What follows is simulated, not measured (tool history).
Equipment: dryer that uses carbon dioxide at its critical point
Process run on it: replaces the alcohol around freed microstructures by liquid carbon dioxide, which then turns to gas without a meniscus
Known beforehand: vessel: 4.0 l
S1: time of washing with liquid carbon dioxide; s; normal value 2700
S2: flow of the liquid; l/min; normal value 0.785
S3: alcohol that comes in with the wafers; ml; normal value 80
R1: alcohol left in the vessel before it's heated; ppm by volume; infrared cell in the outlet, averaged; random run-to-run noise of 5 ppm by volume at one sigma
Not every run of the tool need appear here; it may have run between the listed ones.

{"run": 1, "day": 0.0, "S1": 2700, "S2": 0.785, "S3": 80, "R1": 171}
{"run": 2, "day": 0.579, "S1": 2700, "S2": 0.785, "S3": 80, "R1": 175}
{"run": 3, "day": 1.55, "S1": 2700, "S2": 0.785, "S3": 80, "R1": 177}
{"run": 4, "day": 2.896, "S1": 2700, "S2": 0.785, "S3": 80, "R1": 183}
{"run": 5, "day": 4.271, "S1": 2700, "S2": 0.785, "S3": 80, "R1": 189}
{"run": 6, "day": 5.192, "S1": 2700, "S2": 0.785, "S3": 80, "R1": 193}
{"run": 7, "day": 6.412, "S1": 2700, "S2": 0.909, "S3": 80, "R1": 193}
{"run": 8, "day": 7.733, "S1": 2700, "S2": 0.909, "S3": 80, "R1": 187}
{"run": 9, "day": 8.696, "S1": 2700, "S2": 0.909, "S3": 22, "R1": 194}
{"run": 10, "day": 9.608, "S1": 2700, "S2": 0.909, "S3": 22, "R1": 192}
{"run": 11, "day": 10.308, "S1": 2700, "S2": 0.909, "S3": 22, "R1": 212}
{"run": 12, "day": 11.688, "S1": 2700, "S2": 0.909, "S3": 22, "R1": 13}
{"run": 13, "day": 12.717, "S1": 3180, "S2": 0.913, "S3": 80, "R1": 12}
{"run": 14, "day": 13.754, "S1": 2580, "S2": 0.595, "S3": 35, "R1": 39}
{"run": 15, "day": 14.396, "S1": 2580, "S2": 0.595, "S3": 35, "R1": 48}
{"run": 16, "day": 15.221, "S1": 2700, "S2": 0.512, "S3": 80, "R1": 132}
{"run": 17, "day": 16.479, "S1": 2700, "S2": 0.852, "S3": 117, "R1": 38}
{"run": 18, "day": 17.842, "S1": 2700, "S2": 0.852, "S3": 117, "R1": 33}
{"run": 19, "day": 18.875, "S1": 2700, "S2": 0.852, "S3": 117, "R1": 32}

Removed from this log: 2 entries logged between the listed runs. Between which two listed runs does each belong, and how does the tool's hidden state at the listed run before it compare with that at the listed run after it?
From run 9 to run 10: inlet filter changed (day 9.608)
  flow that reaches the vessel past the clogged filter, %: 93.8 -> 99.6; alcohol in the recycled carbon dioxide, ppm: 188.6 -> 191.2
  difference, measured minus the result without the unlogged condition, R1: +184 -> +188 ppm by volume
From run 11 to run 12: purifier's bed changed (day 11.125)
  flow that reaches the vessel past the clogged filter, %: 99.4 -> 99.1; alcohol in the recycled carbon dioxide, ppm: 193.3 -> 7.8
  difference, measured minus the result without the unlogged condition, R1: +191 -> +3 ppm by volume

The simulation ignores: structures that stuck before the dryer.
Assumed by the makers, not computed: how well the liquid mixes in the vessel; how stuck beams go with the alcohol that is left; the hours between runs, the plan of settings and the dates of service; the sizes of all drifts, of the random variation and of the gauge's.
